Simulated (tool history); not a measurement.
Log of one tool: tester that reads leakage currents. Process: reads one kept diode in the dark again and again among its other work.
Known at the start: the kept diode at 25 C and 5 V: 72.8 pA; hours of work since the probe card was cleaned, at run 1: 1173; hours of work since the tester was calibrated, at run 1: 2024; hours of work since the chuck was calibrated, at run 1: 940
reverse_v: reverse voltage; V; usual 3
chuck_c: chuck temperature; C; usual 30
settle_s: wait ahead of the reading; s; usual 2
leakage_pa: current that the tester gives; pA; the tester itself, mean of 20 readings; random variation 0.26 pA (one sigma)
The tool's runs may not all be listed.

run	hour	reverse_v	chuck_c	settle_s	hours of work since the probe card was cleaned	hours of work since the tester was calibrated	hours of work since the chuck was calibrated	leakage_pa
1	0	3	30	2	1173	2024	940	89.63
2	86.8	3	30	2	1235	2086	1003	90.16
3	155.5	3	30	0.63	1285	2135	1052	91.01
# hour 234.7: tester calibrated
4	236	3	30	2.09	1341	1	1109	88.72
5	313.1	3	30	2.09	1396	56	1164	88.72
6	417	3	38	2	1471	131	1238	151.13
# hour 435.9: probe card cleaned and baked
7	477.9	3	30	2	30	172	1280	91.88
8	541.1	3	36	2	75	218	1325	134.48
9	635.4	3.17	30	2	143	286	1393	93.73
10	728.6	3.17	30	2	210	353	1460	94.08
11	821.8	3.17	30	2	277	419	1527	94.84
# hour 919.7: probe card cleaned and baked, once more
12	927.9	3.17	30	2	6	493	1601	85.5
# hour 955.6: chuck's temperature calibrated
13	1050	15.31	37	4.2	92	580	68	257.43
14	1121.7	1.14	56	4.93	144	631	119	324.32
15	1187	1.14	56	4.93	191	678	166	325.83
16	1305.6	1.14	56	4.93	276	763	251	323.38
17	1360.1	19.34	33	4.64	315	802	290	219.14
18	1452.7	9.14	26	1	381	869	357	101.46
19	1523.7	2.43	37	0.88	432	920	408	128.81
20	1638.6	1.22	30	2	515	1002	490	61.32
21	1750.3	4.6	30	0.43	595	1083	571	104.45

3 ways to go on from here, each from the tool as it stands after run 21. What would each give?
A	1860.1	3	30	4	674	1161	649	?
B	1860.1	1.42	30	0.43	674	1161	649	?
C	1860.1	2.25	20	3.67	674	1161	649	?

run	leakage_pa
A	87.07
B	65.47
C	38.21
Without the tool's hidden state the same runs would have given:
run	leakage_pa
A	86.67
B	65.83
C	37.37

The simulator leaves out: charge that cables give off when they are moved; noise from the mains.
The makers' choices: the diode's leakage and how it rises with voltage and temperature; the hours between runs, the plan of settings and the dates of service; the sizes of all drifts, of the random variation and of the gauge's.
